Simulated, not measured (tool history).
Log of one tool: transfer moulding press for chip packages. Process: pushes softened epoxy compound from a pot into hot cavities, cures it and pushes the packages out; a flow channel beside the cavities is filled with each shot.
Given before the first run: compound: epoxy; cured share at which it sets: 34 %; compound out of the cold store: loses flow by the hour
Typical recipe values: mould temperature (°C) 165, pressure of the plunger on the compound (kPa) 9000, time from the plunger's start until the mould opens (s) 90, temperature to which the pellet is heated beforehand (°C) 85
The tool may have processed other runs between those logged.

run   hour  mould temperature (°C)  pressure of the plunger on the compound (kPa)  time from the plunger's start until the mould opens (s)  temperature to which the pellet is heated beforehand (°C)  incoming compound's hours out of the cold store  length that the compound runs in the flow channel (mm)  greatest force on the pins that push the packages out (N)
  1    0.0                     165                                           9000                                                       90                                                         85                                             43.2                                                     501                                                        246
  2   22.6                     165                                           9000                                                       90                                                         85                                              9.6                                                     554                                                        320
  3   33.1                     165                                           9000                                                       90                                                         85                                             23.6                                                     530                                                        350
  4   51.5                     165                                           9000                                                       90                                                         85                                             37.3                                                     502                                                        344
  5   66.4                     165                                           9000                                                       85                                                         85                                             40.0                                                     497                                                        420
      85.7  -- cavities cleaned with cleaning compound and waxed
  6   90.2                     165                                           9000                                                       85                                                         90                                             20.7                                                     541                                                        252
  7  104.5                     165                                           9000                                                       85                                                         90                                              8.6                                                     546                                                        328
  8  126.4                     165                                           9000                                                       85                                                         90                                             16.3                                                     528                                                        368
  9  143.0                     165                                           9000                                                       85                                                         90                                             40.0                                                     493                                                        376
 10  152.9                     166                                           9000                                                       90                                                         85                                             35.1                                                     508                                                        351
 11  167.2                     166                                           9000                                                       90                                                         85                                             18.9                                                     513                                                        359
     180.7  -- cavities cleaned with cleaning compound and waxed
 12  181.8                     166                                           9000                                                       90                                                         80                                             42.9                                                     482                                                        200
 13  195.7                     166                                           9000                                                       90                                                         80                                             24.7                                                     510                                                        260
 14  212.7                     165                                           7470                                                       90                                                         85                                             12.9                                                     479                                                        338
 15  231.9                     165                                           7470                                                       90                                                         85                                             46.1                                                     425                                                        353
 16  244.9                     162                                           8680                                                       90                                                         85                                             40.1                                                     483                                                        415
     259.1  -- plunger's sealing rings changed
 17  260.9                     171                                           8680                                                       90                                                         91                                             43.4                                                     485                                                        306
 18  272.7                     163                                           8210                                                       90                                                         77                                             27.2                                                     507                                                        446
     277.0  -- cavities cleaned with cleaning compound and waxed
 19  291.2                     165                                           9000                                                      130                                                         88                                             20.7                                                     533                                                        225
 20  312.2                     165                                           9000                                                      130                                                         88                                             13.5                                                     543                                                        258
     327.3  -- mould's thermocouples calibrated
 21  335.6                     168                                           9540                                                       90                                                         88                                             24.7                                                     529                                                        315
 22  349.2                     160                                           7460                                                      117                                                         86                                             31.4                                                     472                                                        305
 23  367.8                     160                                           7460                                                      117                                                         86                                             33.9                                                     469                                                        318
     374.3  -- cavities cleaned with cleaning compound and waxed
 24  391.0                     165                                           9530                                                      127                                                         86                                             16.2                                                     546                                                        211
 25  411.4                     165                                           9530                                                      127                                                         86                                             19.6                                                     535                                                        256
 26  426.0                     165                                          10150                                                       95                                                         86                                             14.8                                                     560                                                        330
 27  439.2                     163                                           6900                                                       71                                                         93                                             14.6                                                     470                                                        658
 28  451.6                     166                                           9000                                                       90                                                         85                                             45.9                                                     477                                                        340
     468.1  -- cavities cleaned with cleaning compound and waxed
 29  473.4                     166                                           9000                                                      102                                                         85                                             31.8                                                     493                                                        193

What if the next run were any one of these 4? Each begins from the tool's condition after run 29:
  A  486.4                     166                                           9760                                                       92                                                         85                                             16.9                                                       ?                                                          ?
  B  486.4                     160                                           9000                                                       93                                                         93                                             26.5                                                       ?                                                          ?
  C  486.4                     166                                           8550                                                       76                                                         85                                             35.8                                                       ?                                                          ?
  D  486.4                     166                                           7250                                                       90                                                         85                                              9.8                                                       ?                                                          ?

run  length that the compound runs in the flow channel (mm)  greatest force on the pins that push the packages out (N)
  A                                                     542                                                        252
  B                                                     509                                                        322
  C                                                     464                                                        347
  D                                                     476                                                        258
Without the tool's hidden state the same runs would have given:
run  length that the compound runs in the flow channel (mm)  greatest force on the pins that push the packages out (N)
  A                                                     568                                                        180
  B                                                     534                                                        229
  C                                                     487                                                        248
  D                                                     499                                                        186

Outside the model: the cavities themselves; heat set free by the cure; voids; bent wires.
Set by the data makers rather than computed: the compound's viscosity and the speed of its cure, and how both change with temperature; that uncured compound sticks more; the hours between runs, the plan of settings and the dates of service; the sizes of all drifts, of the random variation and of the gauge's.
